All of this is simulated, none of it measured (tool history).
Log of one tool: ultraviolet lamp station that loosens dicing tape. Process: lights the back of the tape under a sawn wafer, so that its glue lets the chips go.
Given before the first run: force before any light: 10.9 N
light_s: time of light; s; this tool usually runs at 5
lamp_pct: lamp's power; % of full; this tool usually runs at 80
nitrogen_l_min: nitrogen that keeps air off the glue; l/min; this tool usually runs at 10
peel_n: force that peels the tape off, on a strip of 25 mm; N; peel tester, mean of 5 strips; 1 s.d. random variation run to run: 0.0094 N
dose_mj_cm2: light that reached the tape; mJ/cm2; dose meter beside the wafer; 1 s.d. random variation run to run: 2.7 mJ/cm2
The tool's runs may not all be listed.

{"run": 1, "hour": 0.0, "light_s": 5, "lamp_pct": 80, "nitrogen_l_min": 10, "peel_n": 0.454, "dose_mj_cm2": 331}
{"run": 2, "hour": 20.5, "light_s": 5, "lamp_pct": 80, "nitrogen_l_min": 10, "peel_n": 0.445, "dose_mj_cm2": 329}
{"run": 3, "hour": 61.0, "light_s": 5, "lamp_pct": 80, "nitrogen_l_min": 10, "peel_n": 0.496, "dose_mj_cm2": 317}
{"run": 4, "hour": 84.7, "light_s": 5, "lamp_pct": 80, "nitrogen_l_min": 10, "peel_n": 0.504, "dose_mj_cm2": 322}
{"run": 5, "hour": 122.8, "light_s": 5, "lamp_pct": 80, "nitrogen_l_min": 10, "peel_n": 0.526, "dose_mj_cm2": 308}
{"run": 6, "hour": 146.3, "light_s": 5, "lamp_pct": 80, "nitrogen_l_min": 10, "peel_n": 0.514, "dose_mj_cm2": 303}
{"run": 7, "hour": 163.9, "light_s": 5, "lamp_pct": 80, "nitrogen_l_min": 10, "peel_n": 0.562, "dose_mj_cm2": 298}
{"hour": 172.8, "done": "window cleaned of glue's vapour"}
{"run": 8, "hour": 193.4, "light_s": 5, "lamp_pct": 80, "nitrogen_l_min": 5, "peel_n": 0.78, "dose_mj_cm2": 327}
{"run": 9, "hour": 233.8, "light_s": 5, "lamp_pct": 80, "nitrogen_l_min": 10, "peel_n": 0.488, "dose_mj_cm2": 319}
{"run": 10, "hour": 259.9, "light_s": 5, "lamp_pct": 80, "nitrogen_l_min": 10, "peel_n": 0.491, "dose_mj_cm2": 317}
{"run": 11, "hour": 278.1, "light_s": 5, "lamp_pct": 80, "nitrogen_l_min": 10, "peel_n": 0.495, "dose_mj_cm2": 314}
{"run": 12, "hour": 314.4, "light_s": 5, "lamp_pct": 80, "nitrogen_l_min": 10, "peel_n": 0.523, "dose_mj_cm2": 311}
{"run": 13, "hour": 352.7, "light_s": 5, "lamp_pct": 80, "nitrogen_l_min": 10, "peel_n": 0.552, "dose_mj_cm2": 297}
{"run": 14, "hour": 390.1, "light_s": 5, "lamp_pct": 80, "nitrogen_l_min": 10, "peel_n": 0.538, "dose_mj_cm2": 295}
{"run": 15, "hour": 420.9, "light_s": 5, "lamp_pct": 80, "nitrogen_l_min": 16, "peel_n": 0.417, "dose_mj_cm2": 288}
{"run": 16, "hour": 444.8, "light_s": 5, "lamp_pct": 80, "nitrogen_l_min": 16, "peel_n": 0.451, "dose_mj_cm2": 288}
{"run": 17, "hour": 464.4, "light_s": 5, "lamp_pct": 80, "nitrogen_l_min": 16, "peel_n": 0.454, "dose_mj_cm2": 288}
{"run": 18, "hour": 498.2, "light_s": 5, "lamp_pct": 80, "nitrogen_l_min": 16, "peel_n": 0.467, "dose_mj_cm2": 281}
{"run": 19, "hour": 518.0, "light_s": 5, "lamp_pct": 80, "nitrogen_l_min": 16, "peel_n": 0.484, "dose_mj_cm2": 276}
{"run": 20, "hour": 549.8, "light_s": 5, "lamp_pct": 80, "nitrogen_l_min": 16, "peel_n": 0.497, "dose_mj_cm2": 273}
{"hour": 582.1, "done": "window cleaned of glue's vapour"}
{"run": 21, "hour": 591.4, "light_s": 5, "lamp_pct": 80, "nitrogen_l_min": 10, "peel_n": 0.614, "dose_mj_cm2": 285}
{"run": 22, "hour": 631.0, "light_s": 4, "lamp_pct": 80, "nitrogen_l_min": 10, "peel_n": 1.059, "dose_mj_cm2": 225}
{"run": 23, "hour": 667.0, "light_s": 4, "lamp_pct": 80, "nitrogen_l_min": 10, "peel_n": 1.035, "dose_mj_cm2": 219}
{"run": 24, "hour": 694.3, "light_s": 3, "lamp_pct": 81, "nitrogen_l_min": 20, "peel_n": 1.173, "dose_mj_cm2": 162}
{"run": 25, "hour": 721.4, "light_s": 4, "lamp_pct": 61, "nitrogen_l_min": 3, "peel_n": 3.515, "dose_mj_cm2": 165}
{"run": 26, "hour": 749.5, "light_s": 4, "lamp_pct": 61, "nitrogen_l_min": 3, "peel_n": 3.566, "dose_mj_cm2": 156}
{"run": 27, "hour": 782.7, "light_s": 2, "lamp_pct": 72, "nitrogen_l_min": 4, "peel_n": 4.98, "dose_mj_cm2": 92}
{"run": 28, "hour": 814.5, "light_s": 10, "lamp_pct": 82, "nitrogen_l_min": 10, "peel_n": 0.278, "dose_mj_cm2": 515}
{"run": 29, "hour": 854.7, "light_s": 2, "lamp_pct": 92, "nitrogen_l_min": 13, "peel_n": 2.644, "dose_mj_cm2": 112}
{"run": 30, "hour": 877.0, "light_s": 4, "lamp_pct": 92, "nitrogen_l_min": 13, "peel_n": 0.819, "dose_mj_cm2": 222}
{"run": 31, "hour": 895.8, "light_s": 4, "lamp_pct": 62, "nitrogen_l_min": 13, "peel_n": 1.733, "dose_mj_cm2": 149}
{"run": 32, "hour": 927.0, "light_s": 6, "lamp_pct": 80, "nitrogen_l_min": 10, "peel_n": 0.624, "dose_mj_cm2": 282}
{"run": 33, "hour": 946.8, "light_s": 7, "lamp_pct": 80, "nitrogen_l_min": 9, "peel_n": 0.496, "dose_mj_cm2": 327}
{"run": 34, "hour": 964.7, "light_s": 5, "lamp_pct": 92, "nitrogen_l_min": 4, "peel_n": 1.435, "dose_mj_cm2": 265}
{"run": 35, "hour": 984.0, "light_s": 7, "lamp_pct": 80, "nitrogen_l_min": 3, "peel_n": 1.293, "dose_mj_cm2": 318}
{"hour": 993.0, "done": "window cleaned of glue's vapour"}
{"run": 36, "hour": 1022.6, "light_s": 7, "lamp_pct": 68, "nitrogen_l_min": 19, "peel_n": 0.398, "dose_mj_cm2": 292}
{"run": 37, "hour": 1062.3, "light_s": 7, "lamp_pct": 80, "nitrogen_l_min": 10, "peel_n": 0.446, "dose_mj_cm2": 333}
{"run": 38, "hour": 1083.8, "light_s": 8, "lamp_pct": 68, "nitrogen_l_min": 9, "peel_n": 0.524, "dose_mj_cm2": 320}
{"run": 39, "hour": 1119.2, "light_s": 9, "lamp_pct": 63, "nitrogen_l_min": 7, "peel_n": 0.649, "dose_mj_cm2": 324}
{"run": 40, "hour": 1145.9, "light_s": 3, "lamp_pct": 90, "nitrogen_l_min": 4, "peel_n": 3.224, "dose_mj_cm2": 153}
{"run": 41, "hour": 1186.4, "light_s": 7, "lamp_pct": 80, "nitrogen_l_min": 7, "peel_n": 0.666, "dose_mj_cm2": 306}
{"run": 42, "hour": 1203.7, "light_s": 10, "lamp_pct": 70, "nitrogen_l_min": 7, "peel_n": 0.443, "dose_mj_cm2": 381}
{"run": 43, "hour": 1235.1, "light_s": 10, "lamp_pct": 70, "nitrogen_l_min": 7, "peel_n": 0.453, "dose_mj_cm2": 369}

Forecast each of these 3 alternatives for the next run:
{"run": "A", "hour": 1273.8, "light_s": 5, "lamp_pct": 69, "nitrogen_l_min": 6, "peel_n": "?", "dose_mj_cm2": "?"}
{"run": "B", "hour": 1273.8, "light_s": 10, "lamp_pct": 81, "nitrogen_l_min": 19, "peel_n": "?", "dose_mj_cm2": "?"}
{"run": "C", "hour": 1273.8, "light_s": 9, "lamp_pct": 81, "nitrogen_l_min": 18, "peel_n": "?", "dose_mj_cm2": "?"}

run=A peel_n=2.141 dose_mj_cm2=181
run=B peel_n=0.275 dose_mj_cm2=420
run=C peel_n=0.301 dose_mj_cm2=378
Take away the tool's hidden state, keep each run's random variation, and the runs would have read:
run=A peel_n=0.790 dose_mj_cm2=310
run=B peel_n=0.252 dose_mj_cm2=723
run=C peel_n=0.255 dose_mj_cm2=649
